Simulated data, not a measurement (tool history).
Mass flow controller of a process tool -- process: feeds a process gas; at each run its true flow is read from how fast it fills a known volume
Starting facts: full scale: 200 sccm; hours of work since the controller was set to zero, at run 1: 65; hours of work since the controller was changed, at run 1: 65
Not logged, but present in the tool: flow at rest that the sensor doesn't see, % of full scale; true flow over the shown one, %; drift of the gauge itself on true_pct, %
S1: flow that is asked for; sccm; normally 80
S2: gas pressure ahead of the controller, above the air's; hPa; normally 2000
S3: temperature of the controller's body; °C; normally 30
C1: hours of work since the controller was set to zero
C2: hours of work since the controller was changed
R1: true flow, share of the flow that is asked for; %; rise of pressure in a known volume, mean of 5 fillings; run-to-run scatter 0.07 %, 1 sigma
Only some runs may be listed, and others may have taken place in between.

{"run": 1, "hour": 0.0, "S1": 80, "S2": 2000, "S3": 30, "C1": 65, "C2": 65, "R1": 99.18}
{"run": 2, "hour": 51.5, "S1": 80, "S2": 2000, "S3": 30, "C1": 89, "C2": 89, "R1": 99.1}
{"run": 3, "hour": 95.6, "S1": 80, "S2": 2000, "S3": 30, "C1": 109, "C2": 109, "R1": 99.14}
{"run": 4, "hour": 149.5, "S1": 80, "S2": 2000, "S3": 30, "C1": 135, "C2": 135, "R1": 99.13}
{"run": 5, "hour": 244.7, "S1": 80, "S2": 2000, "S3": 30, "C1": 179, "C2": 179, "R1": 98.93}
{"run": 6, "hour": 320.1, "S1": 80, "S2": 2000, "S3": 30, "C1": 214, "C2": 214, "R1": 98.9}
{"run": 7, "hour": 371.1, "S1": 80, "S2": 2000, "S3": 30, "C1": 238, "C2": 238, "R1": 98.83}
{"run": 8, "hour": 469.8, "S1": 80, "S2": 2000, "S3": 39, "C1": 284, "C2": 284, "R1": 98.54}
{"run": 9, "hour": 535.0, "S1": 31, "S2": 2000, "S3": 30, "C1": 315, "C2": 315, "R1": 98.41}
{"run": 10, "hour": 617.4, "S1": 31, "S2": 2000, "S3": 30, "C1": 353, "C2": 353, "R1": 98.42}
{"run": 11, "hour": 710.2, "S1": 80, "S2": 2000, "S3": 30, "C1": 396, "C2": 396, "R1": 98.81}
{"run": 12, "hour": 763.6, "S1": 80, "S2": 2000, "S3": 30, "C1": 421, "C2": 421, "R1": 98.71}
{"run": 13, "hour": 815.3, "S1": 80, "S2": 2000, "S3": 30, "C1": 445, "C2": 445, "R1": 98.65}
{"run": 14, "hour": 893.9, "S1": 80, "S2": 2000, "S3": 30, "C1": 482, "C2": 482, "R1": 98.61}
{"run": 15, "hour": 963.1, "S1": 80, "S2": 2000, "S3": 30, "C1": 514, "C2": 514, "R1": 98.61}
{"run": 16, "hour": 1047.1, "S1": 23, "S2": 1910, "S3": 21, "C1": 554, "C2": 554, "R1": 98.55}
{"run": 17, "hour": 1108.4, "S1": 23, "S2": 1910, "S3": 21, "C1": 582, "C2": 582, "R1": 98.39}
{"run": 18, "hour": 1184.7, "S1": 92, "S2": 2000, "S3": 30, "C1": 618, "C2": 618, "R1": 98.6}
{"run": 19, "hour": 1280.4, "S1": 157, "S2": 1650, "S3": 32, "C1": 663, "C2": 663, "R1": 99.1}
{"run": 20, "hour": 1324.9, "S1": 97, "S2": 2620, "S3": 23, "C1": 683, "C2": 683, "R1": 98.43}
{"run": 21, "hour": 1400.4, "S1": 97, "S2": 2620, "S3": 23, "C1": 719, "C2": 719, "R1": 98.58}
{"run": 22, "hour": 1493.7, "S1": 22, "S2": 2620, "S3": 24, "C1": 762, "C2": 762, "R1": 97.55}
{"run": 23, "hour": 1574.0, "S1": 20, "S2": 1700, "S3": 21, "C1": 800, "C2": 800, "R1": 97.91}

Run 24 has not been measured yet. What should we expect?
{"run": 24, "hour": 1652.1, "S1": 20, "S2": 1700, "S3": 21, "C1": 836, "C2": 836, "R1": "?"}

{"run 24": {"R1": 97.79}}
With no hidden state in the tool, this same run would have given R1 99.60 %.
